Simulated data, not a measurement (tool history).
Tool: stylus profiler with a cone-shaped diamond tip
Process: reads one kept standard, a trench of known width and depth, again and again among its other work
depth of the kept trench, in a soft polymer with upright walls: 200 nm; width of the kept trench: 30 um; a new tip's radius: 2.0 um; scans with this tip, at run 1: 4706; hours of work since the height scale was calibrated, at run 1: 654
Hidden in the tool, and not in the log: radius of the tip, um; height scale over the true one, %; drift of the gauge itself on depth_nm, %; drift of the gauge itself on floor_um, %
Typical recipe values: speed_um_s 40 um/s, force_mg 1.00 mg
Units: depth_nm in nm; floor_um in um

run	hour	speed_um_s	force_mg	scans with this tip	hours of work since the height scale was calibrated	depth_nm	floor_um
1	0.0	40	1.00	4706	654	200.93	27.78
2	29.9	40	0.99	4801	667	200.85	27.83
3	64.9	40	1.33	4913	683	200.99	27.78
4	125.7	40	1.33	5107	710	200.93	27.79
5	157.8	14	1.33	5210	724	200.93	27.91
6	188.2	14	1.33	5307	738	200.89	27.90
7	244.4	68	1.00	5487	763	200.64	27.62
8	291.5	68	1.00	5637	783	200.65	27.67
9	326.9	68	1.00	5750	799	200.67	27.64
10	373.4	40	1.00	5899	820	200.67	27.77
11	426.6	40	0.85	6069	843	200.57	27.67
12	472.5	40	0.85	6215	864	200.63	27.77
13	498.6	20	1.00	6299	875	200.62	27.84
14	550.1	40	1.00	6464	898	200.67	27.68
15	586.2	40	1.00	6579	914	200.62	27.69
16	618.3	40	1.00	6681	929	200.67	27.66
17	665.0	40	1.00	6831	949	200.62	27.71
18	710.5	40	0.43	6976	970	200.14	27.60
19	752.7	40	0.43	7111	988	200.15	27.49
20	798.3	40	0.43	7257	1009	200.15	27.55
21	824.8	13	0.65	7341	1020	200.36	27.77
22	864.5	66	2.32	7468	1038	201.30	27.68
23	915.7	71	0.53	7632	1061	200.24	27.34
24	961.9	71	0.53	7780	1081	200.18	27.38
# hour 966.5: height scale calibrated on a step standard
25	1001.7	71	0.53	7905	16	199.82	27.32
26	1050.7	12	0.39	8062	37	199.72	27.78
27	1102.4	11	0.52	8227	60	199.73	27.76
28	1131.2	12	0.38	8319	73	199.70	27.69
29	1165.9	12	0.36	8430	89	199.68	27.67
30	1199.0	123	0.38	8536	103	199.69	26.80
# hour 1209.6: height scale calibrated on a step standard, once more
31	1228.9	123	0.38	8630	9	200.59	26.80
32	1274.6	114	0.87	8776	29	200.98	27.21
33	1330.5	114	0.87	8954	54	200.85	27.15
34	1356.3	12	0.76	9037	65	200.94	27.74
35	1402.9	89	0.70	9186	86	200.80	27.22
36	1454.3	45	1.00	9350	109	200.89	27.53
37	1499.0	127	0.58	9493	129	200.74	26.98
38	1547.9	19	0.49	9649	150	200.65	27.62
39	1603.8	19	0.49	9828	175	200.50	27.63

Each row is a separate what-if for the run after 39, all from the same tool condition, not one after another. Results?
A	1643.6	141	0.37	9955	193	?	?
B	1643.6	22	1.79	9955	193	?	?
C	1643.6	10	0.57	9955	193	?	?

run	depth_nm	floor_um
A	200.64	26.63
B	201.31	27.65
C	200.49	27.67
Stripped of hidden state, with their random variation kept, the same runs would have yielded:
run	depth_nm	floor_um
A	200.72	27.14
B	201.39	28.16
C	200.56	28.18
